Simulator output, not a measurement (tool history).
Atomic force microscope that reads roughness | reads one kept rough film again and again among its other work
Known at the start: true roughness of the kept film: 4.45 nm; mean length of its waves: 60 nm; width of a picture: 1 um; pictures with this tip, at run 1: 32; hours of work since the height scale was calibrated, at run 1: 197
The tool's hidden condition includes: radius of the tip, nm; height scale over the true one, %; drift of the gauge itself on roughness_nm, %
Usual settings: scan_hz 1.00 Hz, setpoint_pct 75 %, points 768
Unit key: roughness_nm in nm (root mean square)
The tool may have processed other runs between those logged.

| run | hour | scan_hz | setpoint_pct | points | pictures with this tip | hours of work since the height scale was calibrated | roughness_nm |
|---|---|---|---|---|---|---|---|
| 1 | 0.0 | 1.00 | 75 | 768 | 32 | 197 | 3.886 |
| 2 | 11.5 | 1.74 | 75 | 768 | 49 | 202 | 3.623 |
| 3 | 16.4 | 1.74 | 75 | 768 | 56 | 205 | 3.567 |
| 4 | 24.0 | 1.00 | 75 | 480 | 67 | 209 | 3.757 |
| 5 | 29.3 | 1.00 | 75 | 424 | 74 | 211 | 3.710 |
|  | 33.3 | new tip fitted |
| 6 | 38.5 | 1.00 | 75 | 655 | 7 | 215 | 3.960 |
| 7 | 46.7 | 1.00 | 75 | 655 | 19 | 220 | 3.948 |
| 8 | 53.2 | 1.00 | 75 | 768 | 28 | 223 | 3.891 |
| 9 | 60.9 | 1.00 | 58 | 768 | 39 | 226 | 4.034 |
| 10 | 66.1 | 1.00 | 58 | 768 | 47 | 229 | 3.970 |
| 11 | 74.7 | 1.00 | 58 | 768 | 59 | 233 | 3.993 |
| 12 | 79.5 | 1.00 | 75 | 768 | 66 | 236 | 3.767 |
|  | 89.4 | new tip fitted |
| 13 | 89.4 | 1.00 | 75 | 768 | 0 | 240 | 3.967 |
| 14 | 94.5 | 1.00 | 75 | 768 | 7 | 243 | 3.961 |
| 15 | 101.5 | 1.00 | 75 | 768 | 17 | 246 | 3.911 |
| 16 | 109.7 | 1.00 | 75 | 768 | 29 | 250 | 3.875 |
| 17 | 115.4 | 1.00 | 75 | 643 | 37 | 253 | 3.812 |
| 18 | 122.2 | 1.00 | 75 | 278 | 47 | 256 | 3.771 |
| 19 | 129.6 | 1.00 | 75 | 278 | 58 | 260 | 3.754 |
| 20 | 138.8 | 1.00 | 75 | 278 | 71 | 265 | 3.708 |
| 21 | 143.7 | 1.00 | 75 | 278 | 78 | 267 | 3.688 |
|  | 146.3 | new tip fitted |
| 22 | 154.2 | 1.00 | 75 | 278 | 11 | 272 | 3.916 |
| 23 | 163.1 | 1.00 | 75 | 278 | 24 | 276 | 3.904 |
| 24 | 169.3 | 1.00 | 75 | 278 | 33 | 279 | 3.859 |
| 25 | 177.1 | 1.00 | 75 | 278 | 44 | 283 | 3.811 |
| 26 | 186.7 | 1.00 | 75 | 278 | 58 | 288 | 3.734 |
| 27 | 193.9 | 1.59 | 56 | 768 | 68 | 291 | 3.889 |
| 28 | 199.2 | 3.46 | 56 | 665 | 76 | 294 | 3.684 |
|  | 202.2 | new tip fitted |
| 29 | 205.9 | 3.46 | 70 | 407 | 5 | 297 | 3.532 |
| 30 | 213.3 | 1.34 | 70 | 844 | 16 | 301 | 3.925 |
| 31 | 220.5 | 1.22 | 75 | 678 | 26 | 304 | 3.821 |
| 32 | 229.7 | 1.22 | 75 | 678 | 39 | 309 | 3.789 |
| 33 | 239.5 | 1.21 | 84 | 678 | 53 | 314 | 3.555 |
| 34 | 245.7 | 1.21 | 84 | 678 | 62 | 317 | 3.475 |
| 35 | 256.4 | 1.00 | 75 | 893 | 78 | 322 | 3.683 |
|  | 258.1 | new tip fitted |
| 36 | 263.1 | 0.89 | 63 | 743 | 7 | 325 | 4.067 |
| 37 | 267.9 | 0.89 | 63 | 743 | 14 | 327 | 4.086 |
| 38 | 278.8 | 1.00 | 81 | 768 | 29 | 333 | 3.776 |
| 39 | 284.3 | 1.00 | 75 | 694 | 37 | 335 | 3.832 |
| 40 | 295.6 | 2.15 | 85 | 768 | 54 | 341 | 3.221 |
| 41 | 302.9 | 2.15 | 85 | 768 | 64 | 345 | 3.180 |
| 42 | 311.7 | 2.15 | 85 | 768 | 77 | 349 | 3.132 |
|  | 314.5 | new tip fitted |
| 43 | 317.9 | 1.00 | 75 | 267 | 5 | 352 | 3.944 |
| 44 | 327.5 | 1.00 | 75 | 649 | 19 | 356 | 3.912 |
| 45 | 332.2 | 1.00 | 75 | 649 | 26 | 359 | 3.852 |
| 46 | 338.5 | 0.61 | 75 | 431 | 35 | 362 | 3.960 |
| 47 | 343.5 | 2.63 | 78 | 459 | 42 | 364 | 3.331 |
| 48 | 353.9 | 2.53 | 75 | 488 | 57 | 369 | 3.397 |
| 49 | 364.7 | 0.99 | 61 | 323 | 72 | 375 | 3.862 |
|  | 370.6 | new tip fitted |
| 50 | 373.7 | 2.65 | 57 | 890 | 5 | 379 | 3.965 |
| 51 | 379.3 | 1.31 | 65 | 494 | 13 | 382 | 3.989 |

Some steps in roughness_nm, run to run, broken into two amounts with sign: the step expected even without the hidden condition (settings, incoming material, random variation), and the rest, left for the hidden condition together with whatever gauge scatter is not in both the measured and the hidden-condition-free result:
Run 5 -> 6: points 424 -> 655, new tip fitted. roughness_nm +0.250 nm (root mean square): hidden state +0.238, all else +0.012.
Run 28 -> 29: setpoint_pct 56 -> 70, points 665 -> 407, new tip fitted. roughness_nm -0.152 nm (root mean square): hidden state +0.246, all else -0.398.
Run 35 -> 36: scan_hz 1.00 -> 0.89, setpoint_pct 75 -> 63, points 893 -> 743, new tip fitted. roughness_nm +0.384 nm (root mean square): hidden state +0.250, all else +0.134.
Run 39 -> 40: scan_hz 1.00 -> 2.15, setpoint_pct 75 -> 85, points 694 -> 768. roughness_nm -0.611 nm (root mean square): hidden state -0.027, all else -0.584.
Run 42 -> 43: scan_hz 2.15 -> 1.00, setpoint_pct 85 -> 75, points 768 -> 267, new tip fitted. roughness_nm +0.812 nm (root mean square): hidden state +0.206, all else +0.606.
Run 46 -> 47: scan_hz 0.61 -> 2.63, setpoint_pct 75 -> 78, points 431 -> 459. roughness_nm -0.629 nm (root mean square): hidden state +0.002, all else -0.631.
